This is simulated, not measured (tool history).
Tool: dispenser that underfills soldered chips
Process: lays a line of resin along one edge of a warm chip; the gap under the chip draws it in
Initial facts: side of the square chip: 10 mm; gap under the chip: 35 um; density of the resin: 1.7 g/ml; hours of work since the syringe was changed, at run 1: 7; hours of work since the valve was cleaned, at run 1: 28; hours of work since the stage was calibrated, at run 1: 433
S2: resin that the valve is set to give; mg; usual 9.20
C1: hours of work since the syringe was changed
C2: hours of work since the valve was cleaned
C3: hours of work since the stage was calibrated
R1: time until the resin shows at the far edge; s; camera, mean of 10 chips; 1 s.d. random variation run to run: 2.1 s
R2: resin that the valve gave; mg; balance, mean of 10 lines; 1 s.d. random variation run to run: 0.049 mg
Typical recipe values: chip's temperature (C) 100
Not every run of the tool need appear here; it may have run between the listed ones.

{"run": 1, "hour": 0.0, "chip's temperature (C)": 100, "S2": 9.2, "C1": 7, "C2": 28, "C3": 433, "R1": 307.9, "R2": 8.97}
{"hour": 1.8, "done": "new syringe of resin"}
{"hour": 13.2, "done": "new syringe of resin"}
{"run": 2, "hour": 17.8, "chip's temperature (C)": 100, "S2": 9.2, "C1": 3, "C2": 40, "C3": 445, "R1": 237.6, "R2": 8.93}
{"hour": 19.9, "done": "stage's temperature calibrated"}
{"hour": 25.8, "done": "dispensing valve cleaned and set on the balance"}
{"hour": 27.5, "done": "new syringe of resin"}
{"run": 3, "hour": 30.7, "chip's temperature (C)": 94, "S2": 9.2, "C1": 2, "C2": 3, "C3": 7, "R1": 313.7, "R2": 9.21}
{"hour": 38.9, "done": "new syringe of resin"}
{"run": 4, "hour": 45.1, "chip's temperature (C)": 100, "S2": 11.98, "C1": 4, "C2": 14, "C3": 17, "R1": 283.1, "R2": 11.82}
{"hour": 51.0, "done": "new syringe of resin"}
{"hour": 62.3, "done": "new syringe of resin"}
{"run": 5, "hour": 62.3, "chip's temperature (C)": 100, "S2": 11.98, "C1": 0, "C2": 26, "C3": 29, "R1": 208.3, "R2": 11.79}
{"run": 6, "hour": 69.9, "chip's temperature (C)": 100, "S2": 11.98, "C1": 6, "C2": 31, "C3": 35, "R1": 301.1, "R2": 11.77}
{"hour": 73.8, "done": "new syringe of resin"}
{"run": 7, "hour": 77.5, "chip's temperature (C)": 100, "S2": 11.98, "C1": 3, "C2": 36, "C3": 40, "R1": 243.5, "R2": 11.72}
{"hour": 85.9, "done": "new syringe of resin"}
{"hour": 90.0, "done": "dispensing valve cleaned and set on the balance"}
{"run": 8, "hour": 95.6, "chip's temperature (C)": 100, "S2": 11.98, "C1": 6, "C2": 4, "C3": 52, "R1": 315.1, "R2": 11.94}
{"hour": 98.8, "done": "new syringe of resin"}
{"run": 9, "hour": 105.5, "chip's temperature (C)": 100, "S2": 8.18, "C1": 5, "C2": 11, "C3": 59, "R1": 309.5, "R2": 8.11}
{"hour": 110.2, "done": "new syringe of resin"}
{"run": 10, "hour": 117.2, "chip's temperature (C)": 101, "S2": 8.18, "C1": 5, "C2": 19, "C3": 67, "R1": 293.0, "R2": 8.16}
{"hour": 121.6, "done": "new syringe of resin"}
{"run": 11, "hour": 129.3, "chip's temperature (C)": 101, "S2": 8.18, "C1": 6, "C2": 28, "C3": 76, "R1": 310.3, "R2": 8.01}
{"hour": 133.9, "done": "new syringe of resin"}
{"run": 12, "hour": 140.3, "chip's temperature (C)": 100, "S2": 8.66, "C1": 5, "C2": 35, "C3": 83, "R1": 292.4, "R2": 8.43}
{"hour": 145.3, "done": "new syringe of resin"}
{"run": 13, "hour": 152.3, "chip's temperature (C)": 100, "S2": 8.66, "C1": 5, "C2": 44, "C3": 92, "R1": 302.2, "R2": 8.39}
{"hour": 154.6, "done": "dispensing valve cleaned and set on the balance"}
{"hour": 157.8, "done": "new syringe of resin"}
{"run": 14, "hour": 165.4, "chip's temperature (C)": 100, "S2": 8.66, "C1": 6, "C2": 8, "C3": 101, "R1": 313.5, "R2": 8.64}
{"hour": 170.2, "done": "new syringe of resin"}
{"run": 15, "hour": 174.7, "chip's temperature (C)": 100, "S2": 8.66, "C1": 3, "C2": 14, "C3": 107, "R1": 258.4, "R2": 8.63}
{"hour": 181.4, "done": "new syringe of resin"}
{"run": 16, "hour": 191.9, "chip's temperature (C)": 100, "S2": 9.2, "C1": 8, "C2": 26, "C3": 119, "R1": 353.5, "R2": 9.04}
{"hour": 193.7, "done": "new syringe of resin"}
{"hour": 204.9, "done": "new syringe of resin"}
{"run": 17, "hour": 208.6, "chip's temperature (C)": 100, "S2": 9.2, "C1": 3, "C2": 38, "C3": 131, "R1": 250.7, "R2": 9.02}
{"hour": 216.3, "done": "new syringe of resin"}
{"hour": 219.4, "done": "dispensing valve cleaned and set on the balance"}
{"run": 18, "hour": 226.3, "chip's temperature (C)": 109, "S2": 8.44, "C1": 7, "C2": 5, "C3": 143, "R1": 234.5, "R2": 8.46}
{"hour": 229.3, "done": "new syringe of resin"}
{"hour": 241.8, "done": "new syringe of resin"}
{"run": 19, "hour": 242.4, "chip's temperature (C)": 109, "S2": 8.44, "C1": 0, "C2": 16, "C3": 154, "R1": 153.3, "R2": 8.34}

What does the tool deliver on the next run?
{"run": 20, "hour": 251.3, "chip's temperature (C)": 109, "S2": 8.44, "C1": 7, "C2": 23, "C3": 160, "R1": "?", "R2": "?"}

{"run 20": {"R1": 242.4, "R2": 8.33}}
Were there no unlogged condition in the tool, this run, its random variation unchanged, would have produced R1 153.4 s, R2 8.45 mg.

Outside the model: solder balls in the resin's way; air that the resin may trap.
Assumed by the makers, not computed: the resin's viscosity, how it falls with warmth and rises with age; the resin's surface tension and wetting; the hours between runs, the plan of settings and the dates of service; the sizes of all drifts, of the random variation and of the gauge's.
